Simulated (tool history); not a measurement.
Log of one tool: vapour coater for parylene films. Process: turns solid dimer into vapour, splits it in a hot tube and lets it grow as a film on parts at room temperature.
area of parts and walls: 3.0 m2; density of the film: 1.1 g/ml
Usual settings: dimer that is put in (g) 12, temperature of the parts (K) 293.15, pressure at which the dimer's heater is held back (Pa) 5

| run | hour | dimer that is put in (g) | temperature of the parts (K) | pressure at which the dimer's heater is held back (Pa) | thickness of the film (µm) |
|---|---|---|---|---|---|
| 1 | 0 | 12 | 293.15 | 5 | 2.204 |
| 2 | 22.2 | 5 | 293.15 | 5 | 0.916 |
| 3 | 43.7 | 5 | 298.15 | 5 | 0.781 |
| 4 | 64.4 | 8 | 293.15 | 5 | 1.464 |
| 5 | 79.1 | 12 | 293.15 | 5 | 2.202 |
| 6 | 88.5 | 12 | 293.15 | 5 | 2.209 |
| 7 | 107.7 | 13 | 293.15 | 5 | 2.379 |
| 8 | 127.3 | 13 | 293.15 | 5 | 2.368 |
| 9 | 141.1 | 12 | 293.15 | 5 | 2.194 |
| 10 | 160.9 | 12 | 289.15 | 5 | 2.479 |
| 11 | 170.4 | 12 | 289.15 | 3.37 | 2.684 |
| 12 | 182.9 | 12 | 289.15 | 3.37 | 2.691 |
| 13 | 202.9 | 12 | 289.15 | 3.37 | 2.7 |
| 14 | 216.1 | 12 | 289.15 | 3.37 | 2.701 |
| 15 | 225.6 | 12 | 289.15 | 3.37 | 2.691 |
| 16 | 248.3 | 18 | 304.15 | 11.51 | 1.939 |
| 17 | 269.4 | 6 | 296.15 | 11.51 | 0.832 |
| 18 | 291.3 | 8 | 292.15 | 11.51 | 1.246 |
| 19 | 300.9 | 6 | 292.15 | 11.51 | 0.934 |
| 20 | 321 | 17 | 293.15 | 5 | 3.069 |
| 21 | 335.1 | 17 | 293.15 | 5 | 3.062 |
| 22 | 352.8 | 14 | 301.15 | 5 | 1.995 |
| 23 | 370.9 | 14 | 301.15 | 5 | 1.976 |
| 24 | 385 | 5 | 293.15 | 7.69 | 0.824 |
| 25 | 399.2 | 6 | 293.15 | 6.91 | 0.997 |

5 ways to go on from here, each from the tool as it stands after run 25. What would each give?
| A | 419.8 | 6 | 297.15 | 6.91 | ? |
| B | 419.8 | 6 | 293.15 | 5 | ? |
| C | 419.8 | 10 | 293.15 | 10.91 | ? |
| D | 419.8 | 6 | 303.15 | 6.21 | ? |
| E | 419.8 | 12 | 292.15 | 2.86 | ? |

| run | thickness of the film (µm) |
|---|---|
| A | 0.89 |
| B | 1.077 |
| C | 1.513 |
| D | 0.76 |
| E | 2.522 |
Without the tool's hidden state the same runs would have given:
| run | thickness of the film (µm) |
|---|---|
| A | 0.933 |
| B | 1.129 |
| C | 1.587 |
| D | 0.797 |
| E | 2.646 |
